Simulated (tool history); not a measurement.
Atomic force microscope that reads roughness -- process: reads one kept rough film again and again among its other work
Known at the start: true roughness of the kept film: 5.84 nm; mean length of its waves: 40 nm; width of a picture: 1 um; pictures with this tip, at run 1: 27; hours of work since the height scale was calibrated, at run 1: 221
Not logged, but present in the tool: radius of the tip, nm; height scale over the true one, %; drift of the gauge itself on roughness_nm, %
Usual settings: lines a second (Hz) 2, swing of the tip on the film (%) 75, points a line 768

run	hour	lines a second (Hz)	swing of the tip on the film (%)	points a line	pictures with this tip	hours of work since the height scale was calibrated	roughness of the kept film (nm (root mean square))
1	0	2	75	768	27	221	4.206
2	8	2.97	75	768	38	225	3.91
3	14.1	2.97	75	768	45	228	3.883
4	24.6	1.86	75	768	59	233	4.09
5	30.6	1.86	75	768	66	236	4.047
6	42.5	1.86	63	768	81	242	4.222
7	54.3	1.82	75	768	96	248	3.893
8	65	1.82	75	768	110	253	3.819
9	70.8	2.18	75	768	117	256	3.714
10	76.7	2.18	75	768	125	259	3.681
11	85.7	2.18	75	768	136	264	3.632
12	90.9	2	87	768	143	266	3.289
13	103.2	2	87	768	158	273	3.222
14	110.2	2	75	768	167	276	3.556
15	119.3	2	75	768	179	281	3.471
16	128.8	2	75	768	191	285	3.417
17	135.4	2	75	768	199	289	3.411
18	144.6	2	75	837	211	293	3.358
19	155.6	0.58	80	642	225	299	3.622
20	161.9	1.22	75	421	233	302	3.473
21	168.1	1.59	75	421	241	305	3.31
22	175.6	1.59	75	421	250	309	3.318
23	180.6	0.57	69	320	257	312	3.56
24	187.9	0.57	69	320	266	315	3.532
# hour 189.9: height scale calibrated on a step standard
25	199.7	0.55	77	869	280	5	3.447
26	206.1	3.61	87	300	288	8	2.36
27	211.6	3.84	62	554	295	11	3.119
28	221.5	2	66	347	307	16	3.197
# hour 223: new tip fitted
29	233.8	2.93	75	488	13	22	4.042
# hour 245.6: height scale calibrated on a step standard, once more
30	245.7	2	57	916	27	0	4.598
31	250.7	0.78	75	971	33	3	4.537
32	258.4	1.13	74	356	43	6	4.385
33	267	1.7	78	433	54	11	4.052
34	276.5	1.7	78	433	66	16	3.956
35	287.7	1.7	78	433	80	21	3.915

Below are 5 alternative next runs, each starting from the tool's condition after run 35. Predict each:
A	293.3	1.31	75	768	87	24	?
B	293.3	1.7	78	731	87	24	?
C	293.3	2	86	796	87	24	?
D	293.3	2	74	362	87	24	?
E	293.3	3.07	78	572	87	24	?

run	roughness of the kept film (nm (root mean square))
A	4.067
B	3.887
C	3.53
D	3.914
E	3.497
Without the tool's unlogged condition, the same runs would have read:
run	roughness of the kept film (nm (root mean square))
A	4.63
B	4.423
C	4.018
D	4.455
E	3.98
